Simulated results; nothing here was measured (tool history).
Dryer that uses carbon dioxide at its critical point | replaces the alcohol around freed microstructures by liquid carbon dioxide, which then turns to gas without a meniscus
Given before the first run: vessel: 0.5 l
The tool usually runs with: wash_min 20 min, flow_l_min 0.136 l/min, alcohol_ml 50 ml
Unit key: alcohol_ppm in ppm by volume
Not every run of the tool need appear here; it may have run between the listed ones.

run 1 hour=0.0 | wash_min=20 flow_l_min=0.136 alcohol_ml=50 | alcohol_ppm=1271
run 2 hour=4.4 | wash_min=26 flow_l_min=0.136 alcohol_ml=50 | alcohol_ppm=349
run 3 hour=13.0 | wash_min=26 flow_l_min=0.136 alcohol_ml=50 | alcohol_ppm=363
run 4 hour=21.1 | wash_min=20 flow_l_min=0.136 alcohol_ml=52 | alcohol_ppm=1421
run 5 hour=27.5 | wash_min=20 flow_l_min=0.162 alcohol_ml=52 | alcohol_ppm=609
run 6 hour=37.2 | wash_min=15 flow_l_min=0.162 alcohol_ml=52 | alcohol_ppm=2194
run 7 hour=45.0 | wash_min=15 flow_l_min=0.162 alcohol_ml=52 | alcohol_ppm=2204
run 8 hour=54.2 | wash_min=15 flow_l_min=0.162 alcohol_ml=52 | alcohol_ppm=2292
run 9 hour=59.3 | wash_min=20 flow_l_min=0.136 alcohol_ml=27 | alcohol_ppm=741
run 10 hour=63.6 | wash_min=20 flow_l_min=0.136 alcohol_ml=27 | alcohol_ppm=745
run 11 hour=68.1 | wash_min=20 flow_l_min=0.136 alcohol_ml=27 | alcohol_ppm=726
run 12 hour=72.6 | wash_min=20 flow_l_min=0.200 alcohol_ml=50 | alcohol_ppm=190
run 13 hour=82.6 | wash_min=20 flow_l_min=0.156 alcohol_ml=50 | alcohol_ppm=746
run 14 hour=89.2 | wash_min=20 flow_l_min=0.136 alcohol_ml=70 | alcohol_ppm=1912
run 15 hour=95.3 | wash_min=20 flow_l_min=0.136 alcohol_ml=70 | alcohol_ppm=1908
run 16 hour=100.5 | wash_min=20 flow_l_min=0.136 alcohol_ml=70 | alcohol_ppm=1897
run 17 hour=104.5 | wash_min=20 flow_l_min=0.136 alcohol_ml=70 | alcohol_ppm=1870
run 18 hour=108.6 | wash_min=15 flow_l_min=0.136 alcohol_ml=50 | alcohol_ppm=4036
run 19 hour=117.9 | wash_min=15 flow_l_min=0.136 alcohol_ml=50 | alcohol_ppm=4086
run 20 hour=127.3 | wash_min=13 flow_l_min=0.136 alcohol_ml=50 | alcohol_ppm=6257
run 21 hour=132.1 | wash_min=13 flow_l_min=0.136 alcohol_ml=50 | alcohol_ppm=6279
run 22 hour=141.5 | wash_min=13 flow_l_min=0.136 alcohol_ml=50 | alcohol_ppm=6284
run 23 hour=146.1 | wash_min=13 flow_l_min=0.136 alcohol_ml=50 | alcohol_ppm=6165
run 24 hour=154.4 | wash_min=13 flow_l_min=0.136 alcohol_ml=50 | alcohol_ppm=6266
run 25 hour=158.8 | wash_min=13 flow_l_min=0.136 alcohol_ml=50 | alcohol_ppm=6281
run 26 hour=166.6 | wash_min=18 flow_l_min=0.212 alcohol_ml=26 | alcohol_ppm=145
run 27 hour=172.4 | wash_min=14 flow_l_min=0.136 alcohol_ml=25 | alcohol_ppm=2554
run 28 hour=177.2 | wash_min=14 flow_l_min=0.136 alcohol_ml=25 | alcohol_ppm=2525
run 29 hour=182.5 | wash_min=15 flow_l_min=0.134 alcohol_ml=63 | alcohol_ppm=5313
run 30 hour=187.0 | wash_min=25 flow_l_min=0.165 alcohol_ml=66 | alcohol_ppm=234
run 31 hour=191.6 | wash_min=24 flow_l_min=0.136 alcohol_ml=55 | alcohol_ppm=679
run 32 hour=200.2 | wash_min=24 flow_l_min=0.136 alcohol_ml=55 | alcohol_ppm=711
run 33 hour=206.1 | wash_min=24 flow_l_min=0.136 alcohol_ml=55 | alcohol_ppm=699
run 34 hour=215.8 | wash_min=13 flow_l_min=0.225 alcohol_ml=104 | alcohol_ppm=2295
run 35 hour=224.6 | wash_min=13 flow_l_min=0.094 alcohol_ml=104 | alcohol_ppm=31551
run 36 hour=230.2 | wash_min=13 flow_l_min=0.171 alcohol_ml=29 | alcohol_ppm=1857
run 37 hour=234.2 | wash_min=15 flow_l_min=0.144 alcohol_ml=22 | alcohol_ppm=1551
run 38 hour=240.1 | wash_min=18 flow_l_min=0.083 alcohol_ml=70 | alcohol_ppm=13608
run 39 hour=247.1 | wash_min=18 flow_l_min=0.083 alcohol_ml=70 | alcohol_ppm=13450
run 40 hour=253.6 | wash_min=18 flow_l_min=0.083 alcohol_ml=70 | alcohol_ppm=13034
run 41 hour=259.7 | wash_min=18 flow_l_min=0.083 alcohol_ml=70 | alcohol_ppm=13763
run 42 hour=265.6 | wash_min=27 flow_l_min=0.104 alcohol_ml=50 | alcohol_ppm=1310
run 43 hour=270.8 | wash_min=12 flow_l_min=0.104 alcohol_ml=50 | alcohol_ppm=14306
run 44 hour=275.1 | wash_min=12 flow_l_min=0.104 alcohol_ml=50 | alcohol_ppm=14688
run 45 hour=285.1 | wash_min=12 flow_l_min=0.104 alcohol_ml=50 | alcohol_ppm=14315
run 46 hour=290.1 | wash_min=30 flow_l_min=0.114 alcohol_ml=24 | alcohol_ppm=261
run 47 hour=299.5 | wash_min=28 flow_l_min=0.119 alcohol_ml=24 | alcohol_ppm=303

What if the next run were any one of these 4? Each begins from the tool's condition after run 47:
run A hour=306.7 | wash_min=20 flow_l_min=0.137 alcohol_ml=25 | alcohol_ppm=?
run B hour=306.7 | wash_min=28 flow_l_min=0.091 alcohol_ml=58 | alcohol_ppm=?
run C hour=306.7 | wash_min=28 flow_l_min=0.136 alcohol_ml=30 | alcohol_ppm=?
run D hour=306.7 | wash_min=20 flow_l_min=0.087 alcohol_ml=49 | alcohol_ppm=?

run=A alcohol_ppm=765
run=B alcohol_ppm=2319
run=C alcohol_ppm=201
run=D alcohol_ppm=6680
Stripped of hidden state, with their random variation kept, the same runs would have yielded:
run=A alcohol_ppm=432
run=B alcohol_ppm=1373
run=C alcohol_ppm=91
run=D alcohol_ppm=4682

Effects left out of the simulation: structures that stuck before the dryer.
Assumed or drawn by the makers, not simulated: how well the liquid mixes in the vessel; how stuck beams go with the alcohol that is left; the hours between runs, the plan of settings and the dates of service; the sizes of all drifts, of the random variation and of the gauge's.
